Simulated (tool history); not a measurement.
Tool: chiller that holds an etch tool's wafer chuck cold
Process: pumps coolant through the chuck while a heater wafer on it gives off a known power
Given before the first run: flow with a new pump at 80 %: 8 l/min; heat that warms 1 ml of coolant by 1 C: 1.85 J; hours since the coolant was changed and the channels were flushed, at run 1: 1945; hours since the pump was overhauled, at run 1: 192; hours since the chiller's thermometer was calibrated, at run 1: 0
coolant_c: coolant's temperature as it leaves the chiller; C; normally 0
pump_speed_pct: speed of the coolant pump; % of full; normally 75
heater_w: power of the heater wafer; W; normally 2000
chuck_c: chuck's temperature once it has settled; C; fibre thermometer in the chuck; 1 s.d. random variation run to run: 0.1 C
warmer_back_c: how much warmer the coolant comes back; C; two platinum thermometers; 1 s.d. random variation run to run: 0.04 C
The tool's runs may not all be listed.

run    hour  coolant_c  pump_speed_pct  heater_w  hours since the coolant was changed and the channels were flushed  hours since the pump was overhauled  hours since the chiller's thermometer was calibrated  chuck_c  warmer_back_c
  1       0          0              75      2000                                                               1945                                  192                                                     0     16.4           8.72
  2    92.9          0              75      2000                                                               2038                                  285                                                    93     16.5           8.77
  3   193.8          0              75      2000                                                               2139                                  386                                                   194     16.4           8.72
  4   339.1          0              75      2000                                                               2284                                  531                                                   339     16.5           8.78
  5   441.1          9              75      2000                                                               2386                                  633                                                   441     25.6           8.81
  6   546.6          9              75      2000                                                               2492                                  739                                                   547     25.4           8.78
  7   702.6          6              75      2000                                                               2648                                  895                                                   703     22.4           8.85
  8     883          6              75      2000                                                               2828                                 1075                                                   883     22.6           8.94
  9     965          6              75      2466                                                               2910                                 1157                                                   965     26.5          10.98
 10  1075.8          6              75      2466                                                               3021                                 1268                                                  1076     26.5          11.05
 11  1219.3         -4              75      1530                                                               3165                                 1412                                                  1219      8.6           6.95
 12    1341         -4              75      1530                                                               3286                                 1533                                                  1341      8.7           6.94
 13  1513.6          5              74      2634                                                               3459                                 1706                                                  1514     27.2          11.94
 14  1657.2          9              72      2634                                                               3603                                 1850                                                  1657     31.4          12.35
 15  1742.5         -2              75      1461                                                               3688                                 1935                                                  1742       10           6.72
 16    1860         -2              75      1461                                                               3805                                 2052                                                  1860     10.2           6.75
 17  2024.7         -3              75      2019                                                               3970                                 2217                                                  2025     13.7           9.19

Predict each of these 3 candidate next runs independently; none follows another, all start after run 17:
  A  2177.6          0              97      2000                                                               4123                                 2370                                                  2178        ?              ?
  B  2177.6          7              79      1171                                                               4123                                 2370                                                  2178        ?              ?
  C  2177.6          0              73      1540                                                               4123                                 2370                                                  2178        ?              ?

run  chuck_c  warmer_back_c
  A     13.4           6.96
  B     16.2           5.24
  C     13.1           7.39
Stripped of hidden state, with their random variation kept, the same runs would have yielded:
run  chuck_c  warmer_back_c
  A     13.4           6.53
  B     16.2           4.81
  C     13.1           6.95

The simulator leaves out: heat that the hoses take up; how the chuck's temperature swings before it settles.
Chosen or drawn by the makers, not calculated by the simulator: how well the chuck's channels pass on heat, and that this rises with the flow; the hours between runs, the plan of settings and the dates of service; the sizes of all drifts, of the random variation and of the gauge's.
